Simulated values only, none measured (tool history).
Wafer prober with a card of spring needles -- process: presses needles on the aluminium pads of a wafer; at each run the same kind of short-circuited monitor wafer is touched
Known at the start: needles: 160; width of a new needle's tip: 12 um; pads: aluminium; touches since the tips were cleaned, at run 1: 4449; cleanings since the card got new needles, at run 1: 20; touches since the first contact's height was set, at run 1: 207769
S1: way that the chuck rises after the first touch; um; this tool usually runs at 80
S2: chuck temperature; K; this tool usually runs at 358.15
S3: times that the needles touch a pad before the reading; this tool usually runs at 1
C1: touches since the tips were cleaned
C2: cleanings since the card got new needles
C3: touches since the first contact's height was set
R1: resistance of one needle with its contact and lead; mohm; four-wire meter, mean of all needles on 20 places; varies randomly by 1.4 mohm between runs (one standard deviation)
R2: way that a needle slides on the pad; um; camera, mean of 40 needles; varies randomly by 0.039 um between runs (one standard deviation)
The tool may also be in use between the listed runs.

run,hour,S1,S2,S3,C1,C2,C3,R1,R2
1,0,80,358.15,1,4449,20,207769,152,20.86
# hour 19.9: tips cleaned on abrasive film
2,44.2,80,358.15,1,5438,21,217642,158,20.94
# hour 58.7: tips cleaned on abrasive film
# hour 82.1: height of the first contact set anew
3,84.7,80,358.15,1,5755,22,581,161,20.55
# hour 98.6: tips cleaned on abrasive film
4,126.9,80,358.15,3,6329,23,9997,134,20.56
# hour 139.9: tips cleaned on abrasive film
5,167.9,80,358.15,1,6253,24,19151,161,20.38
# hour 180.2: tips cleaned on abrasive film
6,212.1,80,358.15,1,7144,25,29029,163,20.49
# hour 218.8: tips cleaned on abrasive film
# hour 223.2: height of the first contact set anew, once more
7,247.2,80,358.15,1,6286,26,5373,161,21.42
# hour 258.7: tips cleaned on abrasive film
8,281.3,80,358.15,1,5046,27,12989,157,21.45
# hour 301.2: tips cleaned on abrasive film
9,322.5,80,358.15,1,4757,28,22192,155,21.42
# hour 343: tips cleaned on abrasive film
10,358,68,358.15,1,3364,29,30121,155,18.17
# hour 383.9: tips cleaned on abrasive film
11,393,68,358.15,1,2023,30,37926,143,18.12
12,417.5,68,358.15,1,7513,30,43416,164,18.19
# hour 424.4: tips cleaned on abrasive film
13,437.6,78,358.15,1,2947,31,47888,148,20.75
14,461.1,80,358.15,1,8208,31,53149,160,21.3
# hour 464.8: tips cleaned on abrasive film
15,488.9,80,358.15,1,5389,32,59352,157,21.26
# hour 504.9: tips cleaned on abrasive film
16,517,80,358.15,1,2720,33,65631,149,21.21
17,538.1,68,300.15,1,7436,33,70347,157,18.08
# hour 545: tips cleaned on abrasive film
18,564.2,68,300.15,1,4301,34,76171,148,17.97
# hour 584.3: tips cleaned on abrasive film
19,586.3,64,358.15,1,441,35,81094,126,16.87
20,618.7,91,358.15,1,7694,35,88347,159,24.16
# hour 623.4: tips cleaned on abrasive film
21,640.7,80,303.15,1,3881,36,93250,142,21.18
# hour 664: tips cleaned on abrasive film
22,673.1,80,364.15,2,2026,37,100476,134,21.1
# hour 703.1: tips cleaned on abrasive film
23,720,80,355.15,2,3786,38,110967,138,21.07
# hour 742.1: tips cleaned on abrasive film
24,744.4,77,300.15,2,522,39,116405,115,20.26

Run 25 comes next. What will it give?
25,766.9,62,358.15,3,5557,39,121440,?,?

Run 25 produced R1 133 mohm, R2 16.2 um.
Minus the tool's unlogged condition, the same run would have read R1 119 mohm, R2 16.56 um.
